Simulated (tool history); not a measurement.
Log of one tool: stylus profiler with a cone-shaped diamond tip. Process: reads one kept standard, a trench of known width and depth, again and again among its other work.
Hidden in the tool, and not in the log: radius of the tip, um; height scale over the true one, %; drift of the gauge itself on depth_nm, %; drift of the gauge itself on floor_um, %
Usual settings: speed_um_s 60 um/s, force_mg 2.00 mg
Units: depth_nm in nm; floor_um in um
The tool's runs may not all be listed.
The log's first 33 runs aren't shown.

run	hour	speed_um_s	force_mg	scans with this tip	hours of work since the height scale was calibrated	depth_nm	floor_um
34	746.6	60	4.97	6838	475	102.76	97.67
35	763.3	36	5.34	6965	484	102.78	97.84
36	785.5	36	5.34	7134	496	102.86	97.82
37	801.0	82	1.09	7252	504	100.97	97.27
38	832.6	210	2.91	7492	521	101.83	96.82
39	853.7	210	2.91	7653	532	101.90	96.79
40	871.7	21	4.02	7790	541	102.25	97.91
41	901.5	21	4.02	8017	557	102.31	97.91
42	926.2	206	1.55	8204	570	101.26	96.50
43	956.0	19	0.70	8431	586	100.70	97.84
# hour 963.2: new tip fitted, height scale calibrated
44	990.8	18	0.79	210	15	100.73	97.80
45	1024.1	147	1.43	464	32	101.18	96.87
46	1044.8	230	1.93	621	43	101.38	96.41
47	1072.6	230	1.93	832	58	101.42	96.43

3 ways to go on from here, each from the tool as it stands after run 47. What would each give?
A	1086.5	60	1.83	938	65	?	?
B	1086.5	140	1.69	938	65	?	?
C	1086.5	80	0.87	938	65	?	?

run	depth_nm	floor_um
A	101.39	97.55
B	101.33	97.08
C	100.85	97.29
Without the tool's hidden state the same runs would have given:
run	depth_nm	floor_um
A	101.39	97.55
B	101.33	97.08
C	100.85	97.29
